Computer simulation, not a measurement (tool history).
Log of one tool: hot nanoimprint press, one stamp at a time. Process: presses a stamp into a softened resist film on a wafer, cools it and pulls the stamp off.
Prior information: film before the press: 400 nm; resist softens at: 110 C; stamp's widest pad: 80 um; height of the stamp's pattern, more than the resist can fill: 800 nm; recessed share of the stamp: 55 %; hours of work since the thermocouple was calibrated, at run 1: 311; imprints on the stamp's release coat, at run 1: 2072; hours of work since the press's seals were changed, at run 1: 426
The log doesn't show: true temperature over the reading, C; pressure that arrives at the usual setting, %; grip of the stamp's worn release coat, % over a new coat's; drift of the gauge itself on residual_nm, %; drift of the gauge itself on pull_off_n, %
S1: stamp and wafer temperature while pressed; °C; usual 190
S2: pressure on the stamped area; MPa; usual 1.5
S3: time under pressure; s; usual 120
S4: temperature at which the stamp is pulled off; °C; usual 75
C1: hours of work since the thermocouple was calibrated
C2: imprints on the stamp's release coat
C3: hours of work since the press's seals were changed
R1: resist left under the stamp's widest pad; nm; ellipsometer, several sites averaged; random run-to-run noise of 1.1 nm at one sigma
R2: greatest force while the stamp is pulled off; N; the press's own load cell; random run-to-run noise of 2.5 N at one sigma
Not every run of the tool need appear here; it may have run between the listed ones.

run    hour   S1    S2   S3  S4   C1    C2   C3     R1   R2
  1       0  190   1.5  120  75  311  2072  426    204  205
  2      57  190   1.5  120  75  345  2241  461  201.9  213
       92.6  -- stamp cleaned and given a new release coat
  3     127  190   1.5  120  75  384   102  500  202.3  119
  4   185.9  190   1.5  120  75  420   276  536    203  133
  5   261.5  190   1.5  120  75  466   500  582  203.7  137
  6   320.1  190   1.5  120  75  502   673  617  202.3  146
      332.8  -- plate thermocouple calibrated
  7   381.6  191   1.5  120  75   30   846  653  194.9  154
  8     420  191   1.5  120  75   53   960  676  195.5  157
  9   473.5  191   1.5  120  75   86  1118  709  195.2  160
 10   510.9  191   1.5  120  75  108  1229  732  194.8  169
 11   556.7  191   1.5  120  75  136  1364  759  193.8  177
 12   595.1  190  1.17  120  75  160  1478  783  222.4  176
 13     648  190   1.5  120  77  192  1634  815    198  180
 14   697.1  190   1.5  120  77  222  1779  845  200.2  191
 15   729.3  190   1.5  120  77  241  1875  864  198.6  195
      773.8  -- plate thermocouple calibrated, once more
 16   802.6  195   1.5  108  75   17  2083  907  193.5  205
 17   878.3  195   1.5  108  75   64  2307  953  193.7  230
      893.4  -- stamp cleaned and given a new release coat
      957.4  -- press's hydraulic seals changed and the load cell set to zero
 18   957.4  198  1.42  117  81  103   166    0  174.8  120
 19    1031  201   1.5  120  75  148   384   45  158.3  132
 20  1070.8  190  1.48   70  63  172   501   69  244.7  146
 21  1116.3  190  1.16  120  78  200   636   97  224.7  141
 22    1180  190  1.16  120  78  239   824  135  224.7  146
 23  1241.4  190  1.16  120  78  276  1006  173  225.6  159
 24  1273.2  197  1.16  120  60  295  1100  192  193.2  179
 25  1315.9  197  1.31   63  60  321  1226  218  228.3  187
 26  1382.2  190   1.5   73  83  362  1422  258  240.2  161
 27  1451.1  193  1.41  123  83  403  1626  300  191.1  173
 28  1485.1  190   1.5   86  75  424  1727  321  225.7  192
 29  1554.6  190   1.1   66  82  466  1932  363    270  187

Forecast each of these 5 alternatives for the next run:
  A  1600  190   1.1   97  75  494  2067  391   ?   ?
  B  1600  201  2.03   66  61  494  2067  391   ?   ?
  C  1600  190  0.95  110  82  494  2067  391   ?   ?
  D  1600  186   1.5  120  69  494  2067  391   ?   ?
  E  1600  198  0.92  193  75  494  2067  391   ?   ?

run     R1   R2
  A  241.3  203
  B  170.5  227
  C  247.2  199
  D  219.3  213
  E  173.5  210
What these runs would have given with no unlogged condition in the tool:
run     R1   R2
  A  247.1  115
  B  174.1  130
  C  253.2  113
  D  225.1  121
  E  178.4  120

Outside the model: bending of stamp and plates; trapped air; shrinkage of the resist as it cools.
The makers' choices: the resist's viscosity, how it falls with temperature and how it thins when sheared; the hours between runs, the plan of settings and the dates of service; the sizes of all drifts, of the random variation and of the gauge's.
